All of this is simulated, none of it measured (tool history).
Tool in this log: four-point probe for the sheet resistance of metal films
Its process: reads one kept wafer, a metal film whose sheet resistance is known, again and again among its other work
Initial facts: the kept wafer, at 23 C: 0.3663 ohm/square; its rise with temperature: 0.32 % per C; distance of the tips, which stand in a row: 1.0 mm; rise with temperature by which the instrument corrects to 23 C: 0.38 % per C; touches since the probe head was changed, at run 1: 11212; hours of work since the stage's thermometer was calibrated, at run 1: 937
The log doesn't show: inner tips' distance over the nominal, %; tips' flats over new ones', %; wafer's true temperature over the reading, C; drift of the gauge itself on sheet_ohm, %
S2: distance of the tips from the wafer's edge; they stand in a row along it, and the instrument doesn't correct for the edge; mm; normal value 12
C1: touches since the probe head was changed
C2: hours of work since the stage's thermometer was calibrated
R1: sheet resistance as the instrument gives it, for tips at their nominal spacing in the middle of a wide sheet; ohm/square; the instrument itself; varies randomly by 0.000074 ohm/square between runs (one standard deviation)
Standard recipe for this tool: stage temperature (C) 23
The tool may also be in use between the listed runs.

Run 1, hour 0: usual settings; C1 11212; C2 937. Result: R1 0.366698 ohm/square.
Run 2, hour 22.6: usual settings; C1 11710; C2 947. Result: R1 0.366695 ohm/square.
Run 3, hour 35.7: usual settings; C1 11998; C2 953. Result: R1 0.3665 ohm/square.
Run 4, hour 61.8: usual settings but S2 13 mm; C1 12572; C2 965. Result: R1 0.366435 ohm/square.
Run 5, hour 90: usual settings but stage temperature (C) 20; C1 13192; C2 977. Result: R1 0.367137 ohm/square.
Run 6, hour 106.5: usual settings but stage temperature (C) 20; C1 13555; C2 984. Result: R1 0.367329 ohm/square.
Run 7, hour 130.8: usual settings; C1 14090; C2 995. Result: R1 0.366481 ohm/square.
Run 8, hour 146: usual settings; C1 14424; C2 1002. Result: R1 0.366458 ohm/square.
Run 9, hour 168.8: usual settings but stage temperature (C) 27; C1 14927; C2 1012. Result: R1 0.365513 ohm/square.
Run 10, hour 184.6: usual settings but stage temperature (C) 29; C1 15274; C2 1019. Result: R1 0.365262 ohm/square.
Run 11, hour 203: usual settings; C1 15680; C2 1027. Result: R1 0.36639 ohm/square.
Run 12, hour 225.8: usual settings; C1 16181; C2 1037. Result: R1 0.366415 ohm/square.
Run 13, hour 248.7: usual settings; C1 16684; C2 1047. Result: R1 0.366392 ohm/square.
Run 14, hour 270.3: usual settings; C1 17161; C2 1056. Result: R1 0.366473 ohm/square.
Run 15, hour 292.5: usual settings; C1 17650; C2 1066. Result: R1 0.366325 ohm/square.
At hour 295: stage's thermometer calibrated.
Run 16, hour 321.6: usual settings; C1 18279; C2 12. Result: R1 0.3663 ohm/square.
Run 17, hour 350.9: usual settings but stage temperature (C) 25; C1 18924; C2 25. Result: R1 0.365769 ohm/square.
At hour 371.5: stage's thermometer calibrated, once more.
Run 18, hour 373: usual settings but stage temperature (C) 18; C1 19397; C2 1. Result: R1 0.367821 ohm/square.
Run 19, hour 400.1: usual settings but stage temperature (C) 18; C1 19995; C2 13. Result: R1 0.367637 ohm/square.
Run 20, hour 417.3: usual settings but stage temperature (C) 18; C1 20373; C2 20. Result: R1 0.367638 ohm/square.
Run 21, hour 444.2: usual settings but stage temperature (C) 29, S2 21 mm; C1 20966; C2 32. Result: R1 0.364482 ohm/square.
Run 22, hour 461.3: usual settings but stage temperature (C) 26; C1 21342; C2 39. Result: R1 0.365906 ohm/square.
Run 23, hour 482.1: usual settings but stage temperature (C) 19, S2 13 mm; C1 21800; C2 49. Result: R1 0.367307 ohm/square.
Run 24, hour 495.1: usual settings but stage temperature (C) 24, S2 4 mm; C1 22085; C2 54. Result: R1 0.377 ohm/square.
Run 25, hour 514.6: usual settings but stage temperature (C) 33, S2 31 mm; C1 22514; C2 63. Result: R1 0.363536 ohm/square.
Run 26, hour 540: usual settings but stage temperature (C) 30, S2 6 mm; C1 23074; C2 74. Result: R1 0.369142 ohm/square.
Run 27, hour 554.2: usual settings but stage temperature (C) 22, S2 43 mm; C1 23386; C2 80. Result: R1 0.365587 ohm/square.
Run 28, hour 584: usual settings but stage temperature (C) 32, S2 4 mm; C1 24042; C2 93. Result: R1 0.375182 ohm/square.

For run 29, what comes out?
Run 29, hour 609.7: usual settings but stage temperature (C) 32, S2 4 mm; C1 24609; C2 105. Result: R1 ?.

R1: 0.375181 ohm/square
Had the tool carried no hidden state, the very same run would have given R1 0.376308 ohm/square.

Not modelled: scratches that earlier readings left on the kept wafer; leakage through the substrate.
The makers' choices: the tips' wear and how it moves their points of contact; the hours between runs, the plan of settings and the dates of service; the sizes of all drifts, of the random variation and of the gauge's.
